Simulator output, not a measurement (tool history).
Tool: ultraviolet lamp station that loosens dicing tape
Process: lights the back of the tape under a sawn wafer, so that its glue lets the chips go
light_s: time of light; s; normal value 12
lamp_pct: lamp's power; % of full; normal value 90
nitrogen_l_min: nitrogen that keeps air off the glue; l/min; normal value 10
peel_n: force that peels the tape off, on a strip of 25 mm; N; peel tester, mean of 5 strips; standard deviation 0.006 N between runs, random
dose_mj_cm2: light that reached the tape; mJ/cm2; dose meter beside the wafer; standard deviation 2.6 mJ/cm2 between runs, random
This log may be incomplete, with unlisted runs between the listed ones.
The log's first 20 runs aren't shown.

run,hour,light_s,lamp_pct,nitrogen_l_min,hours of work of the lamp,hours of work since the window was cleaned,peel_n,dose_mj_cm2
21,415.2,8,65,6,868,300,3.069,100
# hour 437.3: lamp changed
22,439.4,8,65,9,1,317,1.548,142
# hour 441.9: window cleaned of glue's vapour
23,456.3,7,83,7,13,10,1.548,151
24,479.2,12,72,6,30,27,0.753,220
25,505.5,10,90,10,49,46,0.475,233
26,521.0,7,64,10,60,57,2.098,118
27,535.4,7,89,10,71,68,1.201,158
# hour 547.1: window cleaned of glue's vapour, once more
28,550.8,7,89,10,81,3,0.832,178
29,566.6,12,88,11,93,14,0.188,304
30,586.0,18,78,11,107,28,0.082,404
31,610.4,18,78,11,124,46,0.085,402
32,635.6,10,96,5,143,64,0.566,272
33,654.9,12,73,17,157,78,0.244,241
34,670.9,12,73,17,168,89,0.264,240
35,697.7,12,90,15,187,109,0.161,297
36,723.7,12,90,15,206,128,0.165,292
37,749.8,12,90,15,225,146,0.163,287
38,761.6,12,87,16,234,155,0.180,278
39,775.1,12,67,10,243,165,0.538,211

Alternative continuations, all from the tool just after run 39; predict every row:
A,799.7,8,62,10,261,183,?,?
B,799.7,6,62,5,261,183,?,?
C,799.7,12,67,17,261,183,?,?
D,799.7,22,79,4,261,183,?,?
E,799.7,12,67,6,261,183,?,?

run,peel_n,dose_mj_cm2
A,1.707,133
B,3.400,99
C,0.396,210
D,0.138,461
E,0.861,210
What these runs would have given with no unlogged condition in the tool:
run,peel_n,dose_mj_cm2
A,1.323,152
B,2.910,113
C,0.265,241
D,0.095,528
E,0.614,241
